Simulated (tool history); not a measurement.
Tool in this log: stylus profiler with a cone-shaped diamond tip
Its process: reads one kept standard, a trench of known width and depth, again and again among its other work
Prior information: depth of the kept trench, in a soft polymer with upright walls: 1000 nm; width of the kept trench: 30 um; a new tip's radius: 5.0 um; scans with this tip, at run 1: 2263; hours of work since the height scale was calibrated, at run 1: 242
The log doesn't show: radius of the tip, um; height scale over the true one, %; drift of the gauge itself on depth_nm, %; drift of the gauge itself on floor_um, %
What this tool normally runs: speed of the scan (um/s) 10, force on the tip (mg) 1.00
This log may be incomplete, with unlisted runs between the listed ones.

run,hour,speed of the scan (um/s),force on the tip (mg),scans with this tip,hours of work since the height scale was calibrated,depth of the trench (angstrom),width of the trench's floor (nm)
1,0.0,10,1.00,2263,242,10046.3,23220
2,15.9,10,1.00,2359,252,10055.5,23230
3,32.7,10,1.00,2460,263,10055.8,23140
4,46.0,25,1.00,2540,272,10052.0,23110
5,59.4,10,1.00,2621,280,10051.5,23140
6,70.4,10,1.00,2687,287,10047.8,23060
7,94.4,10,1.00,2832,303,10054.6,23090
# hour 96.7: height scale calibrated on a step standard
8,114.4,10,1.00,2950,11,10057.0,23070
9,129.3,10,0.94,3040,21,10057.5,22990
# hour 133.2: height scale calibrated on a step standard, once more
10,150.5,10,0.94,3164,11,10039.4,22940

Run 11, settings as shown, results not yet in. Your forecast:
11,162.5,4,0.61,3237,19,?,?

depth of the trench (angstrom): 10029.7
width of the trench's floor (nm): 23000
With the hidden condition absent and the run-to-run variation left alone, this run would have shown depth of the trench (angstrom) 10028.9, width of the trench's floor (nm) 24000.
